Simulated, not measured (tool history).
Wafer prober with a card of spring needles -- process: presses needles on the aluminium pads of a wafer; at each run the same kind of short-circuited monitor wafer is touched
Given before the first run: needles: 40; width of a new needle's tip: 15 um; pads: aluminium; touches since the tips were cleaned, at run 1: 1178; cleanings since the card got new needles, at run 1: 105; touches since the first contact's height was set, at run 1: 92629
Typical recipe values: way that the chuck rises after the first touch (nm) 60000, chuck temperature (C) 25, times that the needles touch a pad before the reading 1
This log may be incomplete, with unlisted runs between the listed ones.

run   hour  way that the chuck rises after the first touch (nm)  chuck temperature (C)  times that the needles touch a pad before the reading  touches since the tips were cleaned  cleanings since the card got new needles  touches since the first contact's height was set  resistance of one needle with its contact and lead (mohm)  way that a needle slides on the pad (nm)
  1    0.0                                                60000                     25                                                      1                                 1178                                       105                                             92629                                                        234                                     11970
      13.0  -- tips cleaned on abrasive film
      27.6  -- tips cleaned on abrasive film
  2   32.6                                                60000                     25                                                      1                                 1349                                       107                                            101307                                                        234                                     12040
      43.0  -- tips cleaned on abrasive film
      58.5  -- tips cleaned on abrasive film
  3   63.9                                                60000                     25                                                      1                                 1439                                       109                                            109612                                                        234                                     11980
      75.9  -- tips cleaned on abrasive film
      91.5  -- tips cleaned on abrasive film
     107.0  -- tips cleaned on abrasive film
  4  110.7                                                60000                     25                                                      1                                  993                                       112                                            122068                                                        235                                     12010
     122.6  -- tips cleaned on abrasive film
     122.9  -- height of the first contact set anew
     138.9  -- tips cleaned on abrasive film
  5  140.4                                                60000                     37                                                      1                                  391                                       114                                              4646                                                        236                                     12040
     156.0  -- tips cleaned on abrasive film
     171.4  -- tips cleaned on abrasive film
     186.1  -- tips cleaned on abrasive film
  6  186.1                                                60000                     37                                                      1                                    0                                       117                                             16791                                                        235                                     12080
     202.8  -- tips cleaned on abrasive film
  7  212.3                                                60000                     37                                                      1                                 2519                                       118                                             23770                                                        238                                     11980
     218.6  -- tips cleaned on abrasive film
     235.6  -- tips cleaned on abrasive film
     250.4  -- tips cleaned on abrasive film
  8  251.6                                                60000                     37                                                      1                                  319                                       121                                             34219                                                        238                                     12030
     266.5  -- tips cleaned on abrasive film
     282.3  -- tips cleaned on abrasive film
  9  289.6                                                60000                     37                                                      1                                 1955                                       123                                             44334                                                        239                                     12020
     298.0  -- tips cleaned on abrasive film
     313.0  -- tips cleaned on abrasive film
 10  326.1                                                60000                     37                                                      1                                 3502                                       125                                             54039                                                        234                                     12070
     329.7  -- tips cleaned on abrasive film
     347.3  -- tips cleaned on abrasive film
 11  356.7                                                60000                     37                                                      1                                 2516                                       127                                             62171                                                        237                                     12040
     363.9  -- tips cleaned on abrasive film
     379.8  -- tips cleaned on abrasive film
 12  383.6                                                60000                     37                                                      1                                  999                                       129                                             69311                                                        237                                     12040
     395.7  -- tips cleaned on abrasive film
 13  406.6                                                60000                     37                                                      1                                 2930                                       130                                             75452                                                        234                                     12090
     410.1  -- tips cleaned on abrasive film
     424.8  -- tips cleaned on abrasive film
 14  433.7                                                60000                     37                                                      1                                 2386                                       132                                             82643                                                        242                                     12080

Run 15 comes next. What will it give?
     440.3  -- tips cleaned on abrasive film
     457.1  -- tips cleaned on abrasive film
     472.6  -- tips cleaned on abrasive film
 15  475.2                                                60000                     37                                                      1                                  692                                       135                                             93678                                                          ?                                         ?

{"run 15": {"resistance of one needle with its contact and lead (mohm)": 238, "way that a needle slides on the pad (nm)": 12010}}
The same run, on a tool lacking any hidden state, would have yielded resistance of one needle with its contact and lead (mohm) 238, way that a needle slides on the pad (nm) 11950.
